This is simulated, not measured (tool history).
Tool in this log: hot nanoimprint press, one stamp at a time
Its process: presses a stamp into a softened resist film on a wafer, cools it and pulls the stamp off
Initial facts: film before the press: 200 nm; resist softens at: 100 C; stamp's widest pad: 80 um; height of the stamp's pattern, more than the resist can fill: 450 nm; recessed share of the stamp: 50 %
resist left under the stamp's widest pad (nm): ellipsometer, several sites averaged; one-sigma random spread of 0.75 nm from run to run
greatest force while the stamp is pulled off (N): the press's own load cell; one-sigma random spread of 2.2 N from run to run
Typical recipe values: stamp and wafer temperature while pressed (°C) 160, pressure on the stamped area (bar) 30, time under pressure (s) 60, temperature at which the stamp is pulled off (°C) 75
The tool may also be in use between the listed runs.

run,hour,stamp and wafer temperature while pressed (°C),pressure on the stamped area (bar),time under pressure (s),temperature at which the stamp is pulled off (°C),resist left under the stamp's widest pad (nm),greatest force while the stamp is pulled off (N)
1,0,160,30,60,75,88.8,175
2,10.1,160,30,51,75,93.3,179
3,21.3,160,30,51,75,92.7,182
4,37.5,160,30,60,71,89,188
5,53.1,160,30,60,75,88.6,184
# hour 57.6: plate thermocouple calibrated
6,70.8,160,30,60,75,84.3,193
7,78.6,160,30,60,75,85.1,184
8,91.2,160,30,60,75,84.7,188
9,98.7,160,30,60,75,84.2,192
10,111.5,160,30,60,64,83.9,219
11,119.3,160,30,60,78,84.4,179
# hour 137.1: plate thermocouple calibrated, once more
12,137.1,160,30,60,78,93.4,193
# hour 148.7: stamp cleaned and given a new release coat
13,151,160,30,60,74,92.3,101
14,159.4,163,30,54,78,83.9,95
15,166.4,158,30,60,75,101.7,103
16,182.6,164,30,60,75,75.4,102
17,195.9,153,30,60,75,127.9,100

Each row is a separate what-if for the run after 17, all from the same tool condition, not one after another. Results?
A,211,160,30,69,75,?,?
B,211,165,30,60,77,?,?
C,211,149,30,30,63,?,?
D,211,169,30,46,75,?,?

run,resist left under the stamp's widest pad (nm),greatest force while the stamp is pulled off (N)
A,88.4,107
B,71,103
C,169,121
D,65.9,107
With the hidden condition removed and each run's random variation left untouched, the same runs would have given:
run,resist left under the stamp's widest pad (nm),greatest force while the stamp is pulled off (N)
A,89.1,99
B,71.5,96
C,169.7,113
D,66.4,99
